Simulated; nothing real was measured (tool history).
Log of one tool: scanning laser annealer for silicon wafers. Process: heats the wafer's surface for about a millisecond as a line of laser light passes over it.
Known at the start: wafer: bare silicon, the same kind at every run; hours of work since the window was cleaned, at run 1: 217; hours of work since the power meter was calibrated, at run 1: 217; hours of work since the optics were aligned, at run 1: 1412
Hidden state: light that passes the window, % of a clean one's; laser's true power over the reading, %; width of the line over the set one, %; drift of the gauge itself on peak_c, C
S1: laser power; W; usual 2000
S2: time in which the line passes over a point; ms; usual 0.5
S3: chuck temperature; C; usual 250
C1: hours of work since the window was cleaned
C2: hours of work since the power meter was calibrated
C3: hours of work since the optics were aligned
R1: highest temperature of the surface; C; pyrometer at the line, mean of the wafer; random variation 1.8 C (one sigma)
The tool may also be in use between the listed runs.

Run 1, hour 0: usual settings; C1 217; C2 217; C3 1412. Result: R1 1065 C.
Run 2, hour 68.8: usual settings; C1 248; C2 248; C3 1442. Result: R1 1062 C.
Run 3, hour 125.9: usual settings; C1 273; C2 273; C3 1467. Result: R1 1062 C.
Run 4, hour 167.4: usual settings; C1 291; C2 291; C3 1486. Result: R1 1060 C.
Run 5, hour 233.3: usual settings; C1 320; C2 320; C3 1515. Result: R1 1064 C.
Run 6, hour 289.2: usual settings; C1 345; C2 345; C3 1539. Result: R1 1059 C.
At hour 314: window over the wafer cleaned.
Run 7, hour 337.4: usual settings; C1 10; C2 365; C3 1560. Result: R1 1061 C.
Run 8, hour 412.2: usual settings; C1 43; C2 398; C3 1593. Result: R1 1066 C.
Run 9, hour 470.6: usual settings but S2 0.514 ms; C1 69; C2 424; C3 1619. Result: R1 1076 C.
Run 10, hour 506.3: usual settings but S2 0.514 ms; C1 85; C2 440; C3 1634. Result: R1 1076 C.
At hour 532.2: optics aligned, line set to its width.
Run 11, hour 546.8: usual settings but S2 0.514 ms; C1 100; C2 455; C3 6. Result: R1 1076 C.
Run 12, hour 633.6: usual settings but S2 0.514 ms; C1 139; C2 494; C3 45. Result: R1 1071 C.
Run 13, hour 710.5: usual settings but S2 0.514 ms; C1 173; C2 527; C3 79. Result: R1 1074 C.
Run 14, hour 746.7: usual settings but S2 0.514 ms, S3 246 C; C1 188; C2 543; C3 94. Result: R1 1068 C.
Run 15, hour 817.7: usual settings; C1 220; C2 575; C3 126. Result: R1 1062 C.
Run 16, hour 875.5: usual settings; C1 245; C2 600; C3 151. Result: R1 1066 C.
Run 17, hour 958.9: usual settings; C1 282; C2 637; C3 188. Result: R1 1060 C.
Run 18, hour 1000.4: usual settings; C1 300; C2 655; C3 206. Result: R1 1063 C.
Run 19, hour 1083.3: usual settings; C1 337; C2 692; C3 243. Result: R1 1063 C.
At hour 1128.5: window over the wafer cleaned.
Run 20, hour 1153.6: usual settings; C1 11; C2 722; C3 273. Result: R1 1062 C.
Run 21, hour 1192.3: usual settings; C1 28; C2 739; C3 290. Result: R1 1061 C.
Run 22, hour 1258.9: usual settings but S1 1718 W, S2 0.617 ms, S3 256 C; C1 57; C2 768; C3 319. Result: R1 1034 C.
Run 23, hour 1337.8: usual settings but S1 1718 W, S2 0.617 ms, S3 256 C; C1 92; C2 803; C3 354. Result: R1 1033 C.
Run 24, hour 1416.6: usual settings but S1 2162 W, S2 0.372 ms, S3 210 C; C1 127; C2 838; C3 389. Result: R1 961 C.
Run 25, hour 1501.8: usual settings but S1 2162 W, S2 0.372 ms, S3 210 C; C1 164; C2 875; C3 426. Result: R1 960 C.
Run 26, hour 1562.3: usual settings but S1 2162 W, S2 0.402 ms, S3 210 C; C1 191; C2 902; C3 453. Result: R1 991 C.
Run 27, hour 1637.5: usual settings but S1 2162 W, S2 0.402 ms, S3 210 C; C1 224; C2 935; C3 486. Result: R1 997 C.
Run 28, hour 1719.1: usual settings but S1 1712 W, S2 0.434 ms, S3 286 C; C1 260; C2 971; C3 522. Result: R1 922 C.
Run 29, hour 1788.4: usual settings but S1 1947 W; C1 291; C2 1002; C3 553. Result: R1 1040 C.
Run 30, hour 1861.4: usual settings but S1 1935 W, S2 0.409 ms, S3 234 C; C1 323; C2 1034; C3 585. Result: R1 937 C.
At hour 1934.8: window over the wafer cleaned.
Run 31, hour 1945.3: usual settings but S1 1935 W, S2 0.409 ms, S3 234 C; C1 5; C2 1070; C3 621. Result: R1 939 C.
Run 32, hour 1995.8: usual settings but S1 2063 W, S3 219 C; C1 27; C2 1092; C3 643. Result: R1 1057 C.
Run 33, hour 2064.6: usual settings but S1 2042 W, S2 0.588 ms, S3 234 C; C1 57; C2 1123; C3 674. Result: R1 1145 C.
Run 34, hour 2108.9: usual settings but S1 1865 W, S2 0.558 ms; C1 77; C2 1142; C3 693. Result: R1 1053 C.
Run 35, hour 2165.9: usual settings but S1 1749 W, S2 0.55 ms; C1 102; C2 1167; C3 718. Result: R1 992 C.
Run 36, hour 2207.8: usual settings but S1 2154 W, S2 0.419 ms; C1 120; C2 1186; C3 737. Result: R1 1046 C.
Run 37, hour 2248.1: usual settings but S1 2154 W, S2 0.419 ms, S3 222 C; C1 138; C2 1203; C3 754. Result: R1 1020 C.
Run 38, hour 2334.1: usual settings but S1 2076 W, S2 0.391 ms, S3 226 C; C1 176; C2 1241; C3 792. Result: R1 964 C.
Run 39, hour 2419: usual settings but S1 2076 W, S2 0.391 ms, S3 226 C; C1 213; C2 1279; C3 830. Result: R1 969 C.
Run 40, hour 2504.8: usual settings but S2 0.448 ms, S3 249 C; C1 251; C2 1317; C3 868. Result: R1 1011 C.
Run 41, hour 2583.8: usual settings but S1 1761 W, S2 0.489 ms; C1 286; C2 1351; C3 902. Result: R1 948 C.

Forecast each of these 4 alternatives for the next run:
Run A, hour 2647.7: usual settings but S1 1761 W, S2 0.517 ms, S3 268 C; C1 314; C2 1379; C3 931. Result: R1 ?.
Run B, hour 2647.7: usual settings but S1 2020 W, S2 0.611 ms, S3 281 C; C1 314; C2 1379; C3 931. Result: R1 ?.
Run C, hour 2647.7: usual settings but S1 2200 W, S2 0.35 ms, S3 236 C; C1 314; C2 1379; C3 931. Result: R1 ?.
Run D, hour 2647.7: usual settings but S3 267 C; C1 314; C2 1379; C3 931. Result: R1 ?.

run    R1
  A   990
  B  1199
  C   975
  D  1078
Without the tool's hidden state the same runs would have given:
run    R1
  A   991
  B  1200
  C   976
  D  1079
